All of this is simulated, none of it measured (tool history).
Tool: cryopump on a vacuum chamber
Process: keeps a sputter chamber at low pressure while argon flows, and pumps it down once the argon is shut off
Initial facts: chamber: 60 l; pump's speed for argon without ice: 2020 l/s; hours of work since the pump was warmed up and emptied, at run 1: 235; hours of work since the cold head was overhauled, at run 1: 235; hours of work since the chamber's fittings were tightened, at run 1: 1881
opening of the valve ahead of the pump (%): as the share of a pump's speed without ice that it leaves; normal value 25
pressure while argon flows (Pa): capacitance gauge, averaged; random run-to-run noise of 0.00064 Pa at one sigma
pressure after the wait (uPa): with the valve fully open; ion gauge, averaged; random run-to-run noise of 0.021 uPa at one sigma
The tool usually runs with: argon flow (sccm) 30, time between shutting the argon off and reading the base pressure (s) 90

run     day  argon flow (sccm)  time between shutting the argon off and reading the base pressure (s)  opening of the valve ahead of the pump (%)  hours of work since the pump was warmed up and emptied  hours of work since the cold head was overhauled  hours of work since the chamber's fittings were tightened  pressure while argon flows (Pa)  pressure after the wait (uPa)
  1   0.000                 30                                                                     90                                          25                                                     235                                               235                                                       1881                           0.1035                           1.16
  2   0.967                 30                                                                     90                                          25                                                     247                                               247                                                       1892                           0.1016                           1.20
  3   1.800                 22                                                                     90                                          25                                                     256                                               256                                                       1902                           0.0757                           1.20
  4   3.071                 22                                                                     90                                          25                                                     272                                               272                                                       1917                           0.0770                           1.19
  5   4.412                 29                                                                     90                                          25                                                     288                                               288                                                       1933                           0.1012                           1.22
  6   5.446                 30                                                                     90                                          25                                                     300                                               300                                                       1945                           0.1030                           1.23
  7   6.583                 30                                                                     90                                          25                                                     313                                               313                                                       1959                           0.1045                           1.27
  8   7.738                 30                                                                     90                                          25                                                     327                                               327                                                       1973                           0.1037                           1.24
  9   8.842                 30                                                                     90                                          20                                                     340                                               340                                                       1986                           0.1300                           1.24
 10   9.550                 30                                                                     90                                          20                                                     349                                               349                                                       1994                           0.1292                           1.30
 11  10.583                 30                                                                     90                                          20                                                     361                                               361                                                       2007                           0.1305                           1.28
 12  11.500                 30                                                                     90                                          20                                                     372                                               372                                                       2018                           0.1294                           1.29
 13  12.996                 30                                                                     90                                          20                                                     390                                               390                                                       2035                           0.1299                           1.29
 14  13.621                 30                                                                     90                                          20                                                     397                                               397                                                       2043                           0.1309                           1.28
 15  14.704                 20                                                                    290                                          23                                                     410                                               410                                                       2056                           0.0754                           1.18
 16  15.921                 43                                                                    135                                          53                                                     425                                               425                                                       2070                           0.0749                           1.29
 17  17.425                 55                                                                     28                                          25                                                     443                                               443                                                       2088                           0.1937                           1.91
 18  18.558                 47                                                                     54                                          26                                                     456                                               456                                                       2102                           0.1606                           1.51
 19  19.229                 18                                                                    114                                          57                                                     464                                               464                                                       2110                           0.0299                           1.30
 20  19.867                 18                                                                     30                                          28                                                     472                                               472                                                       2117                           0.0576                           1.87
 21  20.992                 25                                                                     31                                          25                                                     485                                               485                                                       2131                           0.0894                           1.84
 22  22.325                 14                                                                     89                                          25                                                     501                                               501                                                       2147                           0.0492                           1.44
 23  23.183                 30                                                                     22                                          41                                                     511                                               511                                                       2157                           0.0677                           2.14
 24  24.350                 30                                                                     22                                          41                                                     525                                               525                                                       2171                           0.0680                           2.17
 25  25.112                 17                                                                     98                                          35                                                     534                                               534                                                       2180                           0.0456                           1.42
 26  26.512                 17                                                                     98                                          38                                                     551                                               551                                                       2196                           0.0418                           1.48
 27  27.838                 47                                                                     39                                          25                                                     567                                               567                                                       2212                           0.1678                           1.76

Each row is a separate what-if for the run after 27, all from the same tool condition, not one after another. Results?
  A  29.112                 30                                                                     59                                          25                                                     582                                               582                                                       2227                                ?                              ?
  B  29.112                 47                                                                     39                                          27                                                     582                                               582                                                       2227                                ?                              ?
  C  29.112                 59                                                                     38                                          21                                                     582                                               582                                                       2227                                ?                              ?
  D  29.112                 47                                                                     61                                          33                                                     582                                               582                                                       2227                                ?                              ?

run  pressure while argon flows (Pa)  pressure after the wait (uPa)
  A                           0.1075                           1.66
  B                           0.1567                           1.87
  C                           0.2495                           1.87
  D                           0.1313                           1.63
Without the tool's unlogged condition, the same runs would have read:
run  pressure while argon flows (Pa)  pressure after the wait (uPa)
  A                           0.0998                           0.52
  B                           0.1447                           0.74
  C                           0.2343                           0.74
  D                           0.1192                           0.51
